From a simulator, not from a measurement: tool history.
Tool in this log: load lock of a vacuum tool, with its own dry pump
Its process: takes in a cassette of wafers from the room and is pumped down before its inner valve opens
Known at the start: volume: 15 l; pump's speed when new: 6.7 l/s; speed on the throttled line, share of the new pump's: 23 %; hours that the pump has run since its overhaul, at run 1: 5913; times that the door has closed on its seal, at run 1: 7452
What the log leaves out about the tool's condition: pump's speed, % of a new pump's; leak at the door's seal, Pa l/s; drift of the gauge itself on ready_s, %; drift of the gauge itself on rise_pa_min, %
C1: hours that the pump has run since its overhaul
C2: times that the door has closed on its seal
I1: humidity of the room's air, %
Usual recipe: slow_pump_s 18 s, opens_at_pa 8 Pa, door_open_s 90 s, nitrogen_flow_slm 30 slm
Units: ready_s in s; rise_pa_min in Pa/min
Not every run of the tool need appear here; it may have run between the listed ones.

Run 1, hour 0.0: usual settings; C1 5913; C2 7452; I1 46.2. Result: ready_s 37.0 s, rise_pa_min 0.072 Pa/min.
Run 2, hour 162.6: usual settings but opens_at_pa 14 Pa; C1 6075; C2 8205; I1 45.1. Result: ready_s 36.4 s, rise_pa_min 0.074 Pa/min.
Run 3, hour 256.2: usual settings but opens_at_pa 14 Pa; C1 6169; C2 8638; I1 43.8. Result: ready_s 35.7 s, rise_pa_min 0.078 Pa/min.
Run 4, hour 367.9: usual settings but opens_at_pa 14 Pa; C1 6281; C2 9156; I1 43.8. Result: ready_s 36.0 s, rise_pa_min 0.077 Pa/min.
Run 5, hour 463.6: usual settings but opens_at_pa 14 Pa; C1 6376; C2 9599; I1 44.3. Result: ready_s 36.5 s, rise_pa_min 0.075 Pa/min.
Run 6, hour 545.5: usual settings but nitrogen_flow_slm 16 slm; C1 6458; C2 9978; I1 46.4. Result: ready_s 37.3 s, rise_pa_min 0.101 Pa/min.
Run 7, hour 686.2: usual settings but nitrogen_flow_slm 5 slm; C1 6599; C2 10629; I1 42.2. Result: ready_s 38.2 s, rise_pa_min 0.124 Pa/min.
Run 8, hour 841.7: usual settings but nitrogen_flow_slm 5 slm; C1 6754; C2 11349; I1 49.4. Result: ready_s 37.4 s, rise_pa_min 0.139 Pa/min.
Run 9, hour 975.2: usual settings; C1 6888; C2 11968; I1 46.5. Result: ready_s 37.4 s, rise_pa_min 0.087 Pa/min.
Run 10, hour 1145.6: usual settings; C1 7058; C2 12756; I1 41.6. Result: ready_s 38.1 s, rise_pa_min 0.096 Pa/min.
Run 11, hour 1251.3: usual settings; C1 7164; C2 13246; I1 47.7. Result: ready_s 37.4 s, rise_pa_min 0.106 Pa/min.
Run 12, hour 1352.1: usual settings; C1 7265; C2 13712; I1 45.8. Result: ready_s 38.1 s, rise_pa_min 0.101 Pa/min.
Run 13, hour 1486.0: usual settings; C1 7399; C2 14333; I1 43.1. Result: ready_s 37.9 s, rise_pa_min 0.100 Pa/min.
Run 14, hour 1618.4: usual settings; C1 7531; C2 14946; I1 47.5. Result: ready_s 38.4 s, rise_pa_min 0.104 Pa/min.
Run 15, hour 1786.1: usual settings; C1 7699; C2 15722; I1 49.7. Result: ready_s 37.9 s, rise_pa_min 0.114 Pa/min.
Run 16, hour 1919.5: usual settings; C1 7832; C2 16340; I1 47.2. Result: ready_s 37.8 s, rise_pa_min 0.123 Pa/min.
Run 17, hour 2023.1: usual settings; C1 7936; C2 16820; I1 45.8. Result: ready_s 38.3 s, rise_pa_min 0.123 Pa/min.
Run 18, hour 2190.8: usual settings; C1 8103; C2 17596; I1 46.5. Result: ready_s 38.2 s, rise_pa_min 0.124 Pa/min.
Run 19, hour 2272.1: usual settings but slow_pump_s 19 s; C1 8185; C2 17972; I1 44.6. Result: ready_s 38.7 s, rise_pa_min 0.123 Pa/min.
Run 20, hour 2403.9: usual settings but slow_pump_s 19 s, opens_at_pa 10 Pa, door_open_s 136 s; C1 8317; C2 18583; I1 47.2. Result: ready_s 39.0 s, rise_pa_min 0.135 Pa/min.
Run 21, hour 2580.6: usual settings but slow_pump_s 19 s, opens_at_pa 10 Pa, door_open_s 136 s; C1 8493; C2 19401; I1 44.4. Result: ready_s 38.7 s, rise_pa_min 0.138 Pa/min.
Run 22, hour 2745.0: usual settings but slow_pump_s 19 s, opens_at_pa 10 Pa, door_open_s 136 s; C1 8658; C2 20162; I1 40.8. Result: ready_s 38.7 s, rise_pa_min 0.142 Pa/min.
Run 23, hour 2872.4: usual settings but slow_pump_s 14 s, door_open_s 162 s; C1 8785; C2 20752; I1 44.0. Result: ready_s 35.7 s, rise_pa_min 0.146 Pa/min.
Run 24, hour 2965.8: usual settings but slow_pump_s 14 s, door_open_s 162 s; C1 8878; C2 21185; I1 43.9. Result: ready_s 35.2 s, rise_pa_min 0.148 Pa/min.
Run 25, hour 3044.4: usual settings but slow_pump_s 14 s, door_open_s 162 s, nitrogen_flow_slm 12 slm; C1 8957; C2 21549; I1 46.6. Result: ready_s 35.7 s, rise_pa_min 0.187 Pa/min.
Run 26, hour 3150.1: usual settings but slow_pump_s 14 s, door_open_s 162 s, nitrogen_flow_slm 12 slm; C1 9063; C2 22038; I1 46.1. Result: ready_s 35.4 s, rise_pa_min 0.197 Pa/min.
Run 27, hour 3275.8: usual settings but slow_pump_s 14 s, door_open_s 162 s, nitrogen_flow_slm 12 slm; C1 9188; C2 22620; I1 47.8. Result: ready_s 35.8 s, rise_pa_min 0.200 Pa/min.
Run 28, hour 3410.8: usual settings but slow_pump_s 14 s, door_open_s 162 s, nitrogen_flow_slm 12 slm; C1 9323; C2 23245; I1 42.5. Result: ready_s 35.6 s, rise_pa_min 0.191 Pa/min.
Run 29, hour 3488.9: usual settings but slow_pump_s 14 s, door_open_s 162 s, nitrogen_flow_slm 12 slm; C1 9401; C2 23607; I1 45.0. Result: ready_s 35.1 s, rise_pa_min 0.199 Pa/min.
At hour 3570.1: dry pump taken out, an overhauled one fitted.
Run 30, hour 3640.0: usual settings but door_open_s 74 s; C1 70; C2 24278; I1 44.3. Result: ready_s 35.2 s, rise_pa_min 0.158 Pa/min.
Run 31, hour 3748.1: usual settings but door_open_s 74 s; C1 178; C2 24779; I1 45.6. Result: ready_s 35.9 s, rise_pa_min 0.169 Pa/min.
Run 32, hour 3918.9: usual settings but door_open_s 74 s; C1 349; C2 25570; I1 50.5. Result: ready_s 35.5 s, rise_pa_min 0.173 Pa/min.
Run 33, hour 4038.1: usual settings but slow_pump_s 11 s, door_open_s 79 s, nitrogen_flow_slm 5 slm; C1 468; C2 26122; I1 46.8. Result: ready_s 30.4 s, rise_pa_min 0.227 Pa/min.
Run 34, hour 4213.3: usual settings but opens_at_pa 11 Pa, nitrogen_flow_slm 43 slm; C1 643; C2 26933; I1 44.7. Result: ready_s 35.1 s, rise_pa_min 0.171 Pa/min.
Run 35, hour 4309.2: usual settings but slow_pump_s 14 s; C1 739; C2 27377; I1 46.8. Result: ready_s 33.0 s, rise_pa_min 0.192 Pa/min.
Run 36, hour 4470.6: usual settings but slow_pump_s 14 s; C1 900; C2 28124; I1 42.3. Result: ready_s 32.7 s, rise_pa_min 0.191 Pa/min.
Run 37, hour 4552.1: usual settings but opens_at_pa 7 Pa, nitrogen_flow_slm 37 slm; C1 982; C2 28502; I1 49.0. Result: ready_s 35.9 s, rise_pa_min 0.192 Pa/min.

What if the next run were any one of these 4? Each begins from the tool's condition after run 37:
Run A, hour 4650.2: usual settings but slow_pump_s 28 s, door_open_s 30 s, nitrogen_flow_slm 37 slm; C1 1080; C2 28956; I1 44.9. Result: ready_s ?, rise_pa_min ?.
Run B, hour 4650.2: usual settings but opens_at_pa 11 Pa, door_open_s 142 s, nitrogen_flow_slm 8 slm; C1 1080; C2 28956; I1 46.8. Result: ready_s ?, rise_pa_min ?.
Run C, hour 4650.2: usual settings but opens_at_pa 9 Pa, door_open_s 55 s, nitrogen_flow_slm 37 slm; C1 1080; C2 28956; I1 46.8. Result: ready_s ?, rise_pa_min ?.
Run D, hour 4650.2: usual settings but opens_at_pa 12 Pa, door_open_s 214 s, nitrogen_flow_slm 7 slm; C1 1080; C2 28956; I1 46.5. Result: ready_s ?, rise_pa_min ?.

run  ready_s  rise_pa_min
  A     43.8        0.172
  B     34.8        0.243
  C     35.5        0.192
  D     35.2        0.269
Take away the tool's hidden state, keep each run's random variation, and the runs would have read:
run  ready_s  rise_pa_min
  A     43.4        0.022
  B     34.4        0.094
  C     35.1        0.039
  D     34.8        0.117
